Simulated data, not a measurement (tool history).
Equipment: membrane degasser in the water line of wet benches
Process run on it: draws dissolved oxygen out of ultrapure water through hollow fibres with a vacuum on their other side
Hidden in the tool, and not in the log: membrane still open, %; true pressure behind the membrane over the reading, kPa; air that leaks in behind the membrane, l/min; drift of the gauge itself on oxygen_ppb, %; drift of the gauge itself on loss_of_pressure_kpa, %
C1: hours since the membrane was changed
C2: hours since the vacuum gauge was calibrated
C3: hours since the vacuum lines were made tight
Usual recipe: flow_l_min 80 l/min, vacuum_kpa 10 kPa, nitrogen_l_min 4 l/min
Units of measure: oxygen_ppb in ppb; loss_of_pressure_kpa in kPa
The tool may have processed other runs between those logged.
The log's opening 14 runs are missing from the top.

Run 15, day 41.454: usual settings but flow_l_min 88 l/min; C1 5110; C2 927; C3 12858. Result: oxygen_ppb 321.1 ppb, loss_of_pressure_kpa 51.99 kPa.
Run 16, day 45.642: usual settings but vacuum_kpa 14.4 kPa; C1 5211; C2 1027; C3 12959. Result: oxygen_ppb 473 ppb, loss_of_pressure_kpa 47.15 kPa.
Run 17, day 48.979: usual settings but vacuum_kpa 14.4 kPa, nitrogen_l_min 2.45 l/min; C1 5291; C2 1107; C3 13039. Result: oxygen_ppb 702.9 ppb, loss_of_pressure_kpa 47.8 kPa.
Run 18, day 52.546: usual settings but vacuum_kpa 14.4 kPa, nitrogen_l_min 2.45 l/min; C1 5377; C2 1193; C3 13125. Result: oxygen_ppb 706.1 ppb, loss_of_pressure_kpa 47.38 kPa.
Run 19, day 55.754: usual settings but vacuum_kpa 14.4 kPa, nitrogen_l_min 2.45 l/min; C1 5454; C2 1270; C3 13202. Result: oxygen_ppb 702.1 ppb, loss_of_pressure_kpa 47.56 kPa.
Run 20, day 59.167: usual settings but vacuum_kpa 14.4 kPa, nitrogen_l_min 2.45 l/min; C1 5535; C2 1352; C3 13283. Result: oxygen_ppb 704.5 ppb, loss_of_pressure_kpa 47.51 kPa.
Run 21, day 60.958: usual settings but flow_l_min 103 l/min, vacuum_kpa 13.5 kPa; C1 5578; C2 1395; C3 13327. Result: oxygen_ppb 543.6 ppb, loss_of_pressure_kpa 60.86 kPa.
Run 22, day 63.125: usual settings but flow_l_min 98 l/min, vacuum_kpa 24.1 kPa, nitrogen_l_min 5.64 l/min; C1 5630; C2 1447; C3 13378. Result: oxygen_ppb 754.1 ppb, loss_of_pressure_kpa 58.37 kPa.
Run 23, day 67.212: usual settings but flow_l_min 98 l/min, vacuum_kpa 24.1 kPa, nitrogen_l_min 5.64 l/min; C1 5729; C2 1545; C3 13477. Result: oxygen_ppb 756.5 ppb, loss_of_pressure_kpa 58.22 kPa.
Run 24, day 70.888: usual settings but flow_l_min 98 l/min, vacuum_kpa 24.1 kPa, nitrogen_l_min 5.64 l/min; C1 5817; C2 1633; C3 13565. Result: oxygen_ppb 748.7 ppb, loss_of_pressure_kpa 58.25 kPa.
Run 25, day 73.525: usual settings but flow_l_min 127 l/min, nitrogen_l_min 1.94 l/min; C1 5880; C2 1696; C3 13628. Result: oxygen_ppb 757.4 ppb, loss_of_pressure_kpa 75.29 kPa.
Run 26, day 77.483: usual settings but flow_l_min 71 l/min, vacuum_kpa 7.2 kPa, nitrogen_l_min 1.94 l/min; C1 5975; C2 1791; C3 13723. Result: oxygen_ppb 287 ppb, loss_of_pressure_kpa 42.29 kPa.
Run 27, day 79.925: usual settings but flow_l_min 71 l/min, vacuum_kpa 7.2 kPa, nitrogen_l_min 1.94 l/min; C1 6034; C2 1850; C3 13782. Result: oxygen_ppb 287.6 ppb, loss_of_pressure_kpa 42.11 kPa.
Run 28, day 83.383: usual settings but flow_l_min 119 l/min, vacuum_kpa 7 kPa, nitrogen_l_min 4.5 l/min; C1 6117; C2 1933; C3 13865. Result: oxygen_ppb 230.2 ppb, loss_of_pressure_kpa 70.75 kPa.
Run 29, day 85.333: usual settings but nitrogen_l_min 7.8 l/min; C1 6163; C2 1980; C3 13911. Result: oxygen_ppb 161.5 ppb, loss_of_pressure_kpa 47.48 kPa.
Run 30, day 88.025: usual settings but flow_l_min 87 l/min, vacuum_kpa 23.5 kPa, nitrogen_l_min 3.22 l/min; C1 6228; C2 2044; C3 13976. Result: oxygen_ppb 1038.8 ppb, loss_of_pressure_kpa 51.62 kPa.
Run 31, day 91.983: usual settings but flow_l_min 87 l/min, vacuum_kpa 23.5 kPa, nitrogen_l_min 3.22 l/min; C1 6323; C2 2139; C3 14071. Result: oxygen_ppb 1034.8 ppb, loss_of_pressure_kpa 51.9 kPa.
Run 32, day 94.017: usual settings but flow_l_min 118 l/min, vacuum_kpa 7.6 kPa, nitrogen_l_min 1.74 l/min; C1 6372; C2 2188; C3 14120. Result: oxygen_ppb 513.8 ppb, loss_of_pressure_kpa 69.66 kPa.

Below are 3 alternative next runs, each starting from the tool's condition after run 32. Predict each:
Run A, day 97.138: usual settings but vacuum_kpa 15.6 kPa; C1 6447; C2 2263; C3 14195. Result: oxygen_ppb ?, loss_of_pressure_kpa ?.
Run B, day 97.138: usual settings but vacuum_kpa 19.5 kPa, nitrogen_l_min 1.99 l/min; C1 6447; C2 2263; C3 14195. Result: oxygen_ppb ?, loss_of_pressure_kpa ?.
Run C, day 97.138: usual settings but nitrogen_l_min 2.02 l/min; C1 6447; C2 2263; C3 14195. Result: oxygen_ppb ?, loss_of_pressure_kpa ?.

run  oxygen_ppb  loss_of_pressure_kpa
  A       514.8                 47.27
  B      1148.2                 47.44
  C       512.5                 47.73
The same runs, with their run-to-run variation unchanged, on a tool lacking any hidden condition would have given:
run  oxygen_ppb  loss_of_pressure_kpa
  A         522                 47.24
  B      1164.3                 47.41
  C       519.5                  47.7
